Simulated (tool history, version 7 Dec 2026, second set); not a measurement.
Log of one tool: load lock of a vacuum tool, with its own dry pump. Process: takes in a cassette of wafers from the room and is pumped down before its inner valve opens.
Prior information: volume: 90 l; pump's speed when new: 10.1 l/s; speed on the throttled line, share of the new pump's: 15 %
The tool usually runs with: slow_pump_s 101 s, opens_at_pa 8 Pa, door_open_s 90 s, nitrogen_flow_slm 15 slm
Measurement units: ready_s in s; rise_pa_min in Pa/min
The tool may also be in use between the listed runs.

run,hour,slow_pump_s,opens_at_pa,door_open_s,nitrogen_flow_slm,"incoming humidity of the room's air, %",ready_s,rise_pa_min
1,0,101,8,90,15,45.7,173,0.097
2,83.6,101,8,107,15,49.3,169.5,0.103
3,145.8,101,8,88,15,46.4,172.4,0.098
4,210.8,101,8,90,15,42.6,170.9,0.103
5,304.6,101,10,90,15,44.1,170.1,0.106
6,353.8,101,8,41,15,42.4,172.3,0.092
7,414.4,101,8,41,15,47.8,171.1,0.104
8,506.3,101,8,41,15,45.8,172.2,0.104
9,577.4,174,8,90,15,45.8,234.5,0.117
10,658.4,101,8,152,15,45.7,173.4,0.119
11,731.3,101,8,152,15,41.9,172,0.121
12,771.3,101,8,90,5,47.3,173.1,0.145
13,845.4,101,12,90,5,43.9,166.5,0.147
14,925.6,95,8,90,15,45.6,167.9,0.123
15,1010.7,95,8,90,15,42.2,168.5,0.127
16,1078.3,113,8,90,15,43.3,182.5,0.131
17,1162.5,113,8,90,15,45.5,182,0.133
18,1204.4,113,8,90,15,48.8,183.2,0.136
19,1269.3,101,8,77,15,44.5,174.3,0.133
20,1314.9,101,8,90,12,44.6,174.6,0.146
21,1356.1,80,8,90,8,42.8,155.3,0.149
22,1439.7,80,8,90,8,44.3,154.4,0.155
23,1479.5,101,8,59,9,45.5,174.2,0.143
24,1540,183,16,58,24,46,233.2,0.128
25,1614.1,64,7,38,20,47.6,146,0.137
26,1699.4,172,7,38,4,42.4,232.6,0.156
27,1764.8,172,7,38,4,42.4,234.5,0.153
28,1810.4,172,7,38,4,44.7,234.4,0.159
29,1864.6,168,8,189,15,41.5,230.5,0.169
30,1913.8,168,8,189,15,44.2,229.8,0.174
31,1962.7,168,8,189,15,43.4,233.7,0.177
32,2023.9,168,10,47,9,49,226.6,0.17
33,2109.6,112,10,201,10,45.5,182.2,0.187
34,2159.7,200,8,90,16,42.1,259,0.165
35,2236.5,171,8,31,6,44.8,231,0.164
36,2321.8,101,8,115,14,45.7,175.9,0.181
37,2380.5,101,9,78,6,43.2,174.8,0.19

Consider 4 possible next runs. They are alternatives, not a sequence: every one starts from the tool as it was left by run 37. What does each give?
A,2430.3,68,9,170,6,44.8,?,?
B,2430.3,101,9,78,10,46.4,?,?
C,2430.3,101,7,79,7,50.6,?,?
D,2430.3,101,13,78,6,47.7,?,?

run,ready_s,rise_pa_min
A,146.3,0.217
B,172,0.185
C,176,0.199
D,168.4,0.195
With no hidden state in the tool, these same runs would have given:
run,ready_s,rise_pa_min
A,141.1,0.075
B,167.3,0.044
C,170.9,0.058
D,163.7,0.055
